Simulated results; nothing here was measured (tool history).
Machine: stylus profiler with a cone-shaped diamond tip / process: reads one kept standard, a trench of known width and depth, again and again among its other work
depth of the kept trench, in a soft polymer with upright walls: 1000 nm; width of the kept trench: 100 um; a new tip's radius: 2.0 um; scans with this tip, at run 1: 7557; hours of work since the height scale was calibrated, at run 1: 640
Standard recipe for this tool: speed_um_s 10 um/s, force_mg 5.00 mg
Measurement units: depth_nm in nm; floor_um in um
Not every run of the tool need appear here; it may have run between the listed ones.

run,day,speed_um_s,force_mg,scans with this tip,hours of work since the height scale was calibrated,depth_nm,floor_um
1,0.000,10,5.00,7557,640,1021.99,96.52
2,4.246,11,5.00,7821,699,1022.18,96.54
3,7.246,21,5.00,8008,742,1021.78,96.51
4,11.042,21,5.00,8244,795,1021.83,96.50
5,12.938,21,5.00,8362,822,1022.30,96.53
6,15.896,21,5.00,8546,864,1022.24,96.45
7,17.821,10,5.00,8666,891,1022.00,96.51
8,20.258,10,3.19,8817,925,1016.30,96.54
9,22.300,10,5.00,8944,954,1022.17,96.54
10,24.992,10,5.00,9111,992,1021.65,96.49
11,29.258,10,5.00,9377,1052,1022.20,96.50
# day 31.012: height scale calibrated on a step standard
12,32.375,10,2.63,9569,19,1014.34,96.46
13,36.825,10,1.75,9846,82,1010.92,96.50
14,41.467,10,1.75,10135,147,1011.09,96.46
15,44.704,12,3.49,10336,193,1017.13,96.50
16,47.558,5,8.29,10513,233,1031.18,96.46
17,51.767,15,10.91,10775,293,1037.23,96.49
18,56.275,30,7.09,11056,356,1027.66,96.50
19,59.708,7,8.90,11269,405,1032.74,96.51
20,63.217,7,8.90,11487,454,1032.63,96.54
21,67.333,7,8.90,11743,512,1032.52,96.49
22,69.600,7,8.90,11884,544,1032.36,96.55
23,72.125,7,8.90,12041,580,1032.39,96.54
24,76.758,5,5.00,12330,645,1022.03,96.50
25,79.429,39,12.49,12495,683,1041.23,96.46

Entry by entry between the runs, the difference in hidden state between the last listed run before and the first listed run after:
After run 11, before run 12: height scale calibrated on a step standard (day 31.012)
  height scale over the true one, %: -0.001 -> 0
